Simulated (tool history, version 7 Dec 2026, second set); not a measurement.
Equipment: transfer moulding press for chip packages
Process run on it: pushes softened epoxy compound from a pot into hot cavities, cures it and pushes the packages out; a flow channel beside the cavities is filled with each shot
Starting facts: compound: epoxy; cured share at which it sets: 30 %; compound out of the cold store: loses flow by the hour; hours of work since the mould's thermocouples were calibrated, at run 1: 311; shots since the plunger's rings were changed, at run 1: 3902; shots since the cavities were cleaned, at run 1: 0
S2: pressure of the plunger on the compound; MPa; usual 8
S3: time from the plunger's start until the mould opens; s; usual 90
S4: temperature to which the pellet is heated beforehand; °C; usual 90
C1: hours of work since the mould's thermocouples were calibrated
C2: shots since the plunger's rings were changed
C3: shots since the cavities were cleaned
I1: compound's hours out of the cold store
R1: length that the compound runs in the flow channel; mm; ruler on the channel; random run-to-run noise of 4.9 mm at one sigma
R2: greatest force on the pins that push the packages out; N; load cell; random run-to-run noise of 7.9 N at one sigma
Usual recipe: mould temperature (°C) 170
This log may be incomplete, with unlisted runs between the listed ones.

run 1 hour=0 | mould_temperature_(°C)=170 S2=8 S3=90 S4=90 | C1=311 C2=3902 C3=0 | I1=17.9 | R1=506 R2=352
run 2 hour=6.3 | mould_temperature_(°C)=170 S2=8 S3=90 S4=90 | C1=315 C2=3994 C3=92 | I1=35.2 | R1=462 R2=376
run 3 hour=18.1 | mould_temperature_(°C)=176 S2=8 S3=90 S4=90 | C1=323 C2=4168 C3=266 | I1=37.9 | R1=437 R2=391
run 4 hour=25.2 | mould_temperature_(°C)=176 S2=8 S3=90 S4=90 | C1=328 C2=4272 C3=370 | I1=9.8 | R1=503 R2=395
run 5 hour=37 | mould_temperature_(°C)=176 S2=8 S3=90 S4=90 | C1=337 C2=4444 C3=542 | I1=31.4 | R1=454 R2=427
run 6 hour=42.8 | mould_temperature_(°C)=176 S2=8 S3=90 S4=90 | C1=341 C2=4530 C3=628 | I1=35.7 | R1=446 R2=436
-- hour=52.1 cavities cleaned with cleaning compound and waxed
run 7 hour=52.7 | mould_temperature_(°C)=176 S2=8 S3=90 S4=90 | C1=347 C2=4654 C3=10 | I1=40.2 | R1=432 R2=326
run 8 hour=63.8 | mould_temperature_(°C)=170 S2=8 S3=90 S4=99 | C1=354 C2=4816 C3=172 | I1=16.2 | R1=489 R2=394
run 9 hour=70.6 | mould_temperature_(°C)=170 S2=8 S3=90 S4=90 | C1=359 C2=4916 C3=272 | I1=18.6 | R1=491 R2=406
run 10 hour=79.1 | mould_temperature_(°C)=170 S2=8 S3=90 S4=95 | C1=365 C2=5041 C3=397 | I1=20.2 | R1=474 R2=429
run 11 hour=86.8 | mould_temperature_(°C)=170 S2=8 S3=90 S4=90 | C1=371 C2=5154 C3=510 | I1=42.8 | R1=440 R2=444
run 12 hour=92.5 | mould_temperature_(°C)=170 S2=8 S3=90 S4=90 | C1=375 C2=5238 C3=594 | I1=15.3 | R1=490 R2=468
-- hour=104.3 cavities cleaned with cleaning compound and waxed
run 13 hour=105.4 | mould_temperature_(°C)=170 S2=8 S3=90 S4=90 | C1=383 C2=5405 C3=16 | I1=33.1 | R1=450 R2=351
run 14 hour=116.1 | mould_temperature_(°C)=170 S2=8 S3=90 S4=90 | C1=390 C2=5562 C3=173 | I1=31.6 | R1=468 R2=400
run 15 hour=123.3 | mould_temperature_(°C)=170 S2=8 S3=90 S4=90 | C1=395 C2=5668 C3=279 | I1=38.3 | R1=450 R2=408
run 16 hour=132.1 | mould_temperature_(°C)=170 S2=8 S3=90 S4=90 | C1=401 C2=5797 C3=408 | I1=43.3 | R1=432 R2=441
run 17 hour=141.7 | mould_temperature_(°C)=174 S2=9.44 S3=75 S4=90 | C1=408 C2=5938 C3=549 | I1=21.5 | R1=507 R2=492
run 18 hour=151.6 | mould_temperature_(°C)=162 S2=8 S3=90 S4=80 | C1=415 C2=6083 C3=694 | I1=37.6 | R1=468 R2=694
-- hour=157.4 cavities cleaned with cleaning compound and waxed
run 19 hour=162.9 | mould_temperature_(°C)=170 S2=9.78 S3=90 S4=90 | C1=422 C2=6227 C3=81 | I1=11.3 | R1=547 R2=383
run 20 hour=173.3 | mould_temperature_(°C)=170 S2=8 S3=124 S4=90 | C1=429 C2=6379 C3=233 | I1=8.5 | R1=503 R2=390
run 21 hour=183.7 | mould_temperature_(°C)=170 S2=8 S3=90 S4=98 | C1=437 C2=6532 C3=386 | I1=32.2 | R1=444 R2=434
run 22 hour=189.1 | mould_temperature_(°C)=170 S2=8 S3=90 S4=98 | C1=440 C2=6612 C3=466 | I1=22.7 | R1=468 R2=453
run 23 hour=197.5 | mould_temperature_(°C)=170 S2=8 S3=90 S4=89 | C1=446 C2=6734 C3=588 | I1=21.4 | R1=476 R2=477
run 24 hour=206.1 | mould_temperature_(°C)=170 S2=8 S3=108 S4=93 | C1=452 C2=6860 C3=714 | I1=24.4 | R1=455 R2=445
-- hour=209.6 cavities cleaned with cleaning compound and waxed
-- hour=214.4 plunger's sealing rings changed
run 25 hour=216 | mould_temperature_(°C)=162 S2=8 S3=93 S4=99 | C1=456 C2=23 C3=56 | I1=36.8 | R1=507 R2=488
run 26 hour=227.6 | mould_temperature_(°C)=162 S2=8 S3=93 S4=99 | C1=465 C2=194 C3=227 | I1=18.1 | R1=561 R2=597
run 27 hour=234.6 | mould_temperature_(°C)=162 S2=8 S3=93 S4=99 | C1=470 C2=296 C3=329 | I1=22.2 | R1=538 R2=606
run 28 hour=245.6 | mould_temperature_(°C)=178 S2=6.84 S3=93 S4=99 | C1=477 C2=458 C3=491 | I1=37.3 | R1=430 R2=406
run 29 hour=255.7 | mould_temperature_(°C)=170 S2=7.62 S3=96 S4=82 | C1=484 C2=606 C3=639 | I1=11.5 | R1=533 R2=452

Alternative continuations, all from the tool just after run 29; predict every row:
-- hour=264.3 cavities cleaned with cleaning compound and waxed
run A hour=267.3 | mould_temperature_(°C)=170 S2=8 S3=90 S4=82 | C1=492 C2=755 C3=44 | I1=34.3 | R1=? R2=?
-- hour=264.3 cavities cleaned with cleaning compound and waxed
run B hour=267.3 | mould_temperature_(°C)=170 S2=8.38 S3=107 S4=86 | C1=492 C2=755 C3=44 | I1=13.1 | R1=? R2=?
-- hour=264.3 cavities cleaned with cleaning compound and waxed
run C hour=267.3 | mould_temperature_(°C)=170 S2=9.74 S3=82 S4=94 | C1=492 C2=755 C3=44 | I1=32.4 | R1=? R2=?

run=A R1=480 R2=373
run=B R1=561 R2=329
run=C R1=544 R2=396
Take away the tool's hidden state, keep each run's random variation, and the runs would have read:
run=A R1=485 R2=348
run=B R1=566 R2=309
run=C R1=550 R2=365
